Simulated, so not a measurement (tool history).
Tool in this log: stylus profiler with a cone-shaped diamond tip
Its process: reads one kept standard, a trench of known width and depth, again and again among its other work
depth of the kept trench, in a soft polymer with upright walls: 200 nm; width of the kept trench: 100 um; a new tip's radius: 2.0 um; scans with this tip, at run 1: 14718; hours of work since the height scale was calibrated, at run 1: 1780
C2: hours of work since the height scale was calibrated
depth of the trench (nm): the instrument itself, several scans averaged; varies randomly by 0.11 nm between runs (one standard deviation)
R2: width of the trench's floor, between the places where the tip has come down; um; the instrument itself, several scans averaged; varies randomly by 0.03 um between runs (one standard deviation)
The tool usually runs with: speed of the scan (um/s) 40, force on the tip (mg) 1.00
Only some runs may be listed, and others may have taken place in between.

run 1 day=0.000 | speed_of_the_scan_(um/s)=40 force_on_the_tip_(mg)=1.00 | scans_with_this_tip=14718 C2=1780 | depth_of_the_trench_(nm)=199.82 R2=97.38
run 2 day=0.546 | speed_of_the_scan_(um/s)=40 force_on_the_tip_(mg)=0.43 | scans_with_this_tip=14786 C2=1788 | depth_of_the_trench_(nm)=199.43 R2=97.30
run 3 day=1.592 | speed_of_the_scan_(um/s)=40 force_on_the_tip_(mg)=0.43 | scans_with_this_tip=14916 C2=1804 | depth_of_the_trench_(nm)=199.32 R2=97.28
run 4 day=2.508 | speed_of_the_scan_(um/s)=40 force_on_the_tip_(mg)=2.44 | scans_with_this_tip=15030 C2=1818 | depth_of_the_trench_(nm)=200.77 R2=97.41
run 5 day=3.092 | speed_of_the_scan_(um/s)=40 force_on_the_tip_(mg)=1.00 | scans_with_this_tip=15103 C2=1826 | depth_of_the_trench_(nm)=200.00 R2=97.33
run 6 day=4.262 | speed_of_the_scan_(um/s)=40 force_on_the_tip_(mg)=1.00 | scans_with_this_tip=15248 C2=1844 | depth_of_the_trench_(nm)=199.79 R2=97.34
run 7 day=4.862 | speed_of_the_scan_(um/s)=40 force_on_the_tip_(mg)=1.00 | scans_with_this_tip=15323 C2=1853 | depth_of_the_trench_(nm)=199.79 R2=97.36
run 8 day=5.825 | speed_of_the_scan_(um/s)=40 force_on_the_tip_(mg)=0.78 | scans_with_this_tip=15443 C2=1867 | depth_of_the_trench_(nm)=199.60 R2=97.33
run 9 day=6.392 | speed_of_the_scan_(um/s)=40 force_on_the_tip_(mg)=2.00 | scans_with_this_tip=15514 C2=1876 | depth_of_the_trench_(nm)=200.43 R2=97.34
run 10 day=6.933 | speed_of_the_scan_(um/s)=40 force_on_the_tip_(mg)=2.00 | scans_with_this_tip=15581 C2=1884 | depth_of_the_trench_(nm)=200.43 R2=97.44
run 11 day=7.450 | speed_of_the_scan_(um/s)=40 force_on_the_tip_(mg)=1.00 | scans_with_this_tip=15646 C2=1892 | depth_of_the_trench_(nm)=199.69 R2=97.31

The next listed run, before its measurement:
run 12 day=8.450 | speed_of_the_scan_(um/s)=40 force_on_the_tip_(mg)=1.00 | scans_with_this_tip=15770 C2=1907 | depth_of_the_trench_(nm)=? R2=?

Run 12 gave depth of the trench (nm) 199.65, R2 97.29 um.
Without the tool's hidden state the same run would have given depth of the trench (nm) 201.02, R2 98.07 um.
